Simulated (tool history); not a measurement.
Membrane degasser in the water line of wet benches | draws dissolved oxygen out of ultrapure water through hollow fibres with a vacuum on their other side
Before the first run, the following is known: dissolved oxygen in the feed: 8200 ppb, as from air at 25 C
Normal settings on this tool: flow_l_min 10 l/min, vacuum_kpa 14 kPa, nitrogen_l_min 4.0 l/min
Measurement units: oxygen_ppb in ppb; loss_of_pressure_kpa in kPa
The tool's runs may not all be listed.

{"run": 1, "hour": 0.0, "flow_l_min": 10, "vacuum_kpa": 14, "nitrogen_l_min": 4.0, "oxygen_ppb": 112.6, "loss_of_pressure_kpa": 35.9}
{"run": 2, "hour": 46.5, "flow_l_min": 10, "vacuum_kpa": 14, "nitrogen_l_min": 2.4, "oxygen_ppb": 154.3, "loss_of_pressure_kpa": 36.07}
{"run": 3, "hour": 81.2, "flow_l_min": 10, "vacuum_kpa": 30, "nitrogen_l_min": 4.0, "oxygen_ppb": 207.5, "loss_of_pressure_kpa": 36.36}
{"run": 4, "hour": 142.6, "flow_l_min": 10, "vacuum_kpa": 14, "nitrogen_l_min": 4.0, "oxygen_ppb": 111.3, "loss_of_pressure_kpa": 36.4}
{"run": 5, "hour": 173.0, "flow_l_min": 9, "vacuum_kpa": 14, "nitrogen_l_min": 4.0, "oxygen_ppb": 93.9, "loss_of_pressure_kpa": 32.44}
{"run": 6, "hour": 230.1, "flow_l_min": 9, "vacuum_kpa": 14, "nitrogen_l_min": 4.0, "oxygen_ppb": 95.3, "loss_of_pressure_kpa": 32.77}
{"run": 7, "hour": 258.2, "flow_l_min": 9, "vacuum_kpa": 14, "nitrogen_l_min": 4.0, "oxygen_ppb": 95.2, "loss_of_pressure_kpa": 32.41}
{"run": 8, "hour": 316.8, "flow_l_min": 9, "vacuum_kpa": 14, "nitrogen_l_min": 4.0, "oxygen_ppb": 96.0, "loss_of_pressure_kpa": 32.46}
{"run": 9, "hour": 351.4, "flow_l_min": 9, "vacuum_kpa": 14, "nitrogen_l_min": 4.0, "oxygen_ppb": 95.0, "loss_of_pressure_kpa": 32.3}
{"run": 10, "hour": 405.4, "flow_l_min": 10, "vacuum_kpa": 14, "nitrogen_l_min": 4.0, "oxygen_ppb": 114.9, "loss_of_pressure_kpa": 35.91}
{"run": 11, "hour": 459.5, "flow_l_min": 10, "vacuum_kpa": 14, "nitrogen_l_min": 4.0, "oxygen_ppb": 113.4, "loss_of_pressure_kpa": 36.31}
{"run": 12, "hour": 512.1, "flow_l_min": 10, "vacuum_kpa": 14, "nitrogen_l_min": 4.0, "oxygen_ppb": 113.0, "loss_of_pressure_kpa": 36.15}
{"run": 13, "hour": 543.7, "flow_l_min": 10, "vacuum_kpa": 14, "nitrogen_l_min": 4.0, "oxygen_ppb": 115.9, "loss_of_pressure_kpa": 36.16}
{"run": 14, "hour": 570.5, "flow_l_min": 10, "vacuum_kpa": 14, "nitrogen_l_min": 4.0, "oxygen_ppb": 113.5, "loss_of_pressure_kpa": 36.52}
{"hour": 575.9, "done": "vacuum gauge calibrated"}
{"run": 15, "hour": 623.3, "flow_l_min": 10, "vacuum_kpa": 27, "nitrogen_l_min": 4.0, "oxygen_ppb": 197.6, "loss_of_pressure_kpa": 36.26}
{"run": 16, "hour": 676.7, "flow_l_min": 10, "vacuum_kpa": 14, "nitrogen_l_min": 4.0, "oxygen_ppb": 115.7, "loss_of_pressure_kpa": 36.27}

Run 17 is up next; what results do you expect?
{"run": 17, "hour": 706.5, "flow_l_min": 10, "vacuum_kpa": 14, "nitrogen_l_min": 4.0, "oxygen_ppb": "?", "loss_of_pressure_kpa": "?"}

Logged for run 17: oxygen_ppb 115.4 ppb, loss_of_pressure_kpa 36.56 kPa.
If the tool had no hidden condition, the same run with the same run-to-run variation would have returned oxygen_ppb 110.7 ppb, loss_of_pressure_kpa 36.15 kPa.
